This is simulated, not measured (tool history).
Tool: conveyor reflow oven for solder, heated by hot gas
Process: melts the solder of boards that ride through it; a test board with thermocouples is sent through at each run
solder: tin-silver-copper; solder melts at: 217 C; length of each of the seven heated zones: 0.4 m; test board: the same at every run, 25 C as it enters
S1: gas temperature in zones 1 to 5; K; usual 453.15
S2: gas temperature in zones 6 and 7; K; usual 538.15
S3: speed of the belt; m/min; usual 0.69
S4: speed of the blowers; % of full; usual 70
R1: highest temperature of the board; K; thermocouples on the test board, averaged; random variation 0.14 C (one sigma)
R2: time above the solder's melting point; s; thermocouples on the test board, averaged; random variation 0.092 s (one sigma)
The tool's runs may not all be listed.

{"run": 1, "hour": 0.0, "S1": 453.15, "S2": 538.15, "S3": 0.69, "S4": 70, "R1": 525.05, "R2": 54.33}
{"run": 2, "hour": 27.7, "S1": 453.15, "S2": 538.15, "S3": 0.69, "S4": 70, "R1": 524.75, "R2": 54.14}
{"run": 3, "hour": 57.6, "S1": 440.15, "S2": 538.15, "S3": 0.69, "S4": 70, "R1": 522.75, "R2": 48.67}
{"run": 4, "hour": 80.9, "S1": 440.15, "S2": 538.15, "S3": 0.69, "S4": 70, "R1": 523.25, "R2": 48.61}
{"run": 5, "hour": 105.6, "S1": 453.15, "S2": 538.15, "S3": 0.62, "S4": 70, "R1": 527.45, "R2": 63.06}
{"run": 6, "hour": 129.1, "S1": 453.15, "S2": 538.15, "S3": 0.62, "S4": 70, "R1": 527.75, "R2": 63.14}
{"run": 7, "hour": 144.6, "S1": 465.15, "S2": 544.15, "S3": 0.69, "S4": 89, "R1": 534.85, "R2": 64.2}
{"run": 8, "hour": 162.6, "S1": 451.15, "S2": 526.15, "S3": 0.69, "S4": 76, "R1": 515.25, "R2": 47.11}
{"run": 9, "hour": 184.4, "S1": 459.15, "S2": 538.15, "S3": 0.556, "S4": 76, "R1": 531.65, "R2": 75.96}
{"run": 10, "hour": 216.4, "S1": 450.15, "S2": 544.15, "S3": 0.69, "S4": 70, "R1": 530.05, "R2": 56.09}
{"run": 11, "hour": 242.7, "S1": 450.15, "S2": 544.15, "S3": 0.69, "S4": 70, "R1": 529.75, "R2": 55.94}

Not shown: 2 entries that the log had between the listed runs. Between which runs, and how does the tool's hidden state differ before and after?
Between runs 7 and 8: belt drive overhauled, speed set with a stopwatch (hour 155.8)
  belt's true speed, % of the reading: 99.97 -> 100
Between runs 9 and 10: flux residue cleaned out of gas plates and filters (hour 196.1)
  heat that the gas passes to the board, % of a clean oven's: 99.9 -> 100
